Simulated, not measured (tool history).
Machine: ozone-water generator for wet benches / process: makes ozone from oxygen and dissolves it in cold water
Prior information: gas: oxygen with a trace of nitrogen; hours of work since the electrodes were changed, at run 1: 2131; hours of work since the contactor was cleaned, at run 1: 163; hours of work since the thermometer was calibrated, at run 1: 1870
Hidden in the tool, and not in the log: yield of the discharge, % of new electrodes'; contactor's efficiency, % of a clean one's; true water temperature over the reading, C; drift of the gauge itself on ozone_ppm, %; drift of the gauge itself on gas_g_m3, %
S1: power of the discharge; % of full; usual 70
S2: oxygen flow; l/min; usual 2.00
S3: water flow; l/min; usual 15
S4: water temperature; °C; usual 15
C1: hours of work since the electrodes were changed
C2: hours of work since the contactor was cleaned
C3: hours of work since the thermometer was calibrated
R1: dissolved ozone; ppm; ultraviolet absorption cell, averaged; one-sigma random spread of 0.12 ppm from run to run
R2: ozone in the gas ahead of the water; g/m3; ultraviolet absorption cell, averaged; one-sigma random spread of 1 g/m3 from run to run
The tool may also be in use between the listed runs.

run 1 day=0.000 | S1=70 S2=2.00 S3=15 S4=15 | C1=2131 C2=163 C3=1870 | R1=10.1 R2=167.5
run 2 day=6.025 | S1=70 S2=2.00 S3=15 S4=15 | C1=2262 C2=294 C3=2001 | R1=10.1 R2=163.8
run 3 day=12.633 | S1=70 S2=2.00 S3=15 S4=15 | C1=2405 C2=437 C3=2144 | R1=9.9 R2=165.7
run 4 day=17.588 | S1=70 S2=2.00 S3=15 S4=15 | C1=2512 C2=544 C3=2251 | R1=9.6 R2=164.2
run 5 day=21.762 | S1=70 S2=2.00 S3=15 S4=15 | C1=2603 C2=634 C3=2342 | R1=9.8 R2=163.1
run 6 day=30.038 | S1=70 S2=2.00 S3=15 S4=15 | C1=2782 C2=814 C3=2521 | R1=9.5 R2=162.2
-- day=32.750 water thermometer calibrated
run 7 day=36.792 | S1=70 S2=2.00 S3=15 S4=15 | C1=2928 C2=959 C3=87 | R1=9.4 R2=159.4
run 8 day=41.025 | S1=70 S2=2.00 S3=9 S4=15 | C1=3019 C2=1051 C3=179 | R1=16.5 R2=159.3
run 9 day=49.388 | S1=70 S2=2.00 S3=9 S4=15 | C1=3201 C2=1232 C3=360 | R1=16.4 R2=159.8
run 10 day=56.783 | S1=70 S2=1.15 S3=9 S4=15 | C1=3361 C2=1392 C3=521 | R1=13.6 R2=191.2
run 11 day=65.842 | S1=70 S2=1.15 S3=9 S4=15 | C1=3557 C2=1589 C3=717 | R1=13.2 R2=190.8
run 12 day=75.054 | S1=70 S2=1.15 S3=13 S4=15 | C1=3756 C2=1788 C3=916 | R1=8.9 R2=187.6
-- day=75.796 water thermometer calibrated, once more
run 13 day=81.400 | S1=70 S2=2.00 S3=15 S4=15 | C1=3893 C2=1925 C3=121 | R1=8.9 R2=155.4
run 14 day=90.312 | S1=70 S2=2.16 S3=15 S4=15 | C1=4086 C2=2118 C3=314 | R1=9.1 R2=148.1
run 15 day=96.908 | S1=70 S2=2.16 S3=15 S4=15 | C1=4229 C2=2261 C3=457 | R1=9.1 R2=149.0
run 16 day=102.308 | S1=70 S2=2.16 S3=15 S4=15 | C1=4346 C2=2378 C3=574 | R1=9.0 R2=146.2
-- day=104.100 contactor cleaned
run 17 day=111.954 | S1=69 S2=1.05 S3=21 S4=17 | C1=4552 C2=170 C3=780 | R1=4.3 R2=184.8
run 18 day=115.954 | S1=69 S2=1.05 S3=21 S4=17 | C1=4638 C2=257 C3=866 | R1=4.1 R2=186.2
run 19 day=124.425 | S1=93 S2=2.00 S3=15 S4=15 | C1=4822 C2=440 C3=1050 | R1=10.8 R2=178.4
run 20 day=133.554 | S1=93 S2=2.00 S3=15 S4=15 | C1=5019 C2=638 C3=1247 | R1=10.4 R2=176.6

What will run 21 give?
run 21 day=140.738 | S1=93 S2=2.00 S3=15 S4=15 | C1=5175 C2=794 C3=1403 | R1=? R2=?

Run 21 produced R1 10.2 ppm, R2 175.3 g/m3.
The same run, on a tool lacking any hidden state, would have yielded R1 13.9 ppm, R2 234.1 g/m3.

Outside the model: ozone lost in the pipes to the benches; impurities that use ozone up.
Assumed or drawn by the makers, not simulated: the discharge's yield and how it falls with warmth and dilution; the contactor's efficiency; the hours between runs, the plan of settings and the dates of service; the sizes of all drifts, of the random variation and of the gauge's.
